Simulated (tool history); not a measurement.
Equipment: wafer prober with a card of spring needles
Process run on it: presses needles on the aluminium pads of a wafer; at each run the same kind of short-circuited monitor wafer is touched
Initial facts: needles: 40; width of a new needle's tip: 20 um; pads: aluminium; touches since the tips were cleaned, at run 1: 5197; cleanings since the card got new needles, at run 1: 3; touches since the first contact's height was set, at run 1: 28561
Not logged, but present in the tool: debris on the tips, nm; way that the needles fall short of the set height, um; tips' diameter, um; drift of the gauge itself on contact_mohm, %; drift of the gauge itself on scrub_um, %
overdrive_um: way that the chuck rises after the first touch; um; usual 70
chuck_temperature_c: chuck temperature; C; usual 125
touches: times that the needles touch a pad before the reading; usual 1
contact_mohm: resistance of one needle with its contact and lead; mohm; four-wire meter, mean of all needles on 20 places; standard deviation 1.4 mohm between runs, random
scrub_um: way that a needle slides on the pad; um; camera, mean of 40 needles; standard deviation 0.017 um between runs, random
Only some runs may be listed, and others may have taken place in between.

run   hour  overdrive_um  chuck_temperature_c  touches  touches since the tips were cleaned  cleanings since the card got new needles  touches since the first contact's height was set  contact_mohm  scrub_um
  1    0.0            70                  125        1                                 5197                                         3                                             28561           174     18.86
  2   10.3            70                  125        1                                 7659                                         3                                             31023           184     18.89
      11.1  -- tips cleaned on abrasive film
  3   24.6            70                  125        1                                 3249                                         4                                             34442           164     18.84
  4   36.0            70                  125        1                                 5969                                         4                                             37162           180     18.84
      43.8  -- tips cleaned on abrasive film
  5   47.3            70                  125        1                                  825                                         5                                             39848           139     18.82
  6   54.1            70                  125        1                                 2471                                         5                                             41494           160     18.84
  7   61.1            70                  125        1                                 4143                                         5                                             43166           169     18.81
      77.2  -- tips cleaned on abrasive film
  8   77.8            70                  125        1                                  139                                         6                                             47129           135     18.79
  9   84.9            70                  125        1                                 1855                                         6                                             48845           153     18.81
 10   99.0            70                  125        1                                 5237                                         6                                             52227           176     18.82
     110.1  -- tips cleaned on abrasive film
 11  113.0            54                  125        1                                  687                                         7                                             55544           152     14.45
 12  120.2            58                  125        1                                 2430                                         7                                             57287           179     15.52
 13  129.5            58                  125        1                                 4646                                         7                                             59503           195     15.55
 14  138.9            70                   79        1                                 6907                                         7                                             61764           183     18.76
     142.9  -- tips cleaned on abrasive film
 15  147.6            51                  125        1                                 1106                                         8                                             63814           163     13.61
 16  159.3            51                  125        1                                 3910                                         8                                             66618           209     13.61
     160.5  -- height of the first contact set anew
 17  169.2            80                  114        1                                 6221                                         8                                              2085           170     21.40
     176.2  -- tips cleaned on abrasive film
 18  184.2            70                   45        1                                 1937                                         9                                              5670           153     18.68
 19  192.5            60                   77        1                                 3923                                         9                                              7656           191     15.97
 20  203.8            60                   77        1                                 6635                                         9                                             10368           205     15.96
     208.9  -- tips cleaned on abrasive film
 21  219.3            70                   77        2                                 2497                                        10                                             14046           142     18.65
     235.9  -- height of the first contact set anew, once more
 22  235.9            70                   77        2                                 6410                                        10                                                 0           155     18.91
     242.6  -- tips cleaned on abrasive film
 23  246.9            68                   54        2                                 1029                                        11                                              2601           131     18.36
 24  262.8            68                   54        2                                 4860                                        11                                              6432           152     18.38
     275.2  -- tips cleaned on abrasive film
 25  275.2            69                   42        1                                    2                                        12                                              9369           119     18.63
 26  288.5            61                   31        1                                 3194                                        12                                             12561           175     16.45
 27  305.1            57                   93        1                                 7174                                        12                                             16541           212     15.38
     308.0  -- tips cleaned on abrasive film
 28  313.2            53                   29        2                                 1248                                        13                                             18450           141     14.27

Alternative continuations, all from the tool just after run 28; predict every row:
  A  326.6            87                   62        1                                 4471                                        13                                             21673             ?         ?
  B  326.6            78                  125        1                                 4471                                        13                                             21673             ?         ?
  C  326.6            63                   70        1                                 4471                                        13                                             21673             ?         ?
  D  326.6            78                  125        1                                 4471                                        13                                             21673             ?         ?
  E  326.6            72                   77        3                                 4471                                        13                                             21673             ?         ?

run  contact_mohm  scrub_um
  A           154     23.49
  B           163     21.04
  C           185     16.97
  D           170     21.02
  E           135     19.44
Had the tool no hidden state, the same runs would have come out as:
run  contact_mohm  scrub_um
  A           116     23.55
  B           122     21.10
  C           119     17.02
  D           128     21.07
  E           116     19.49
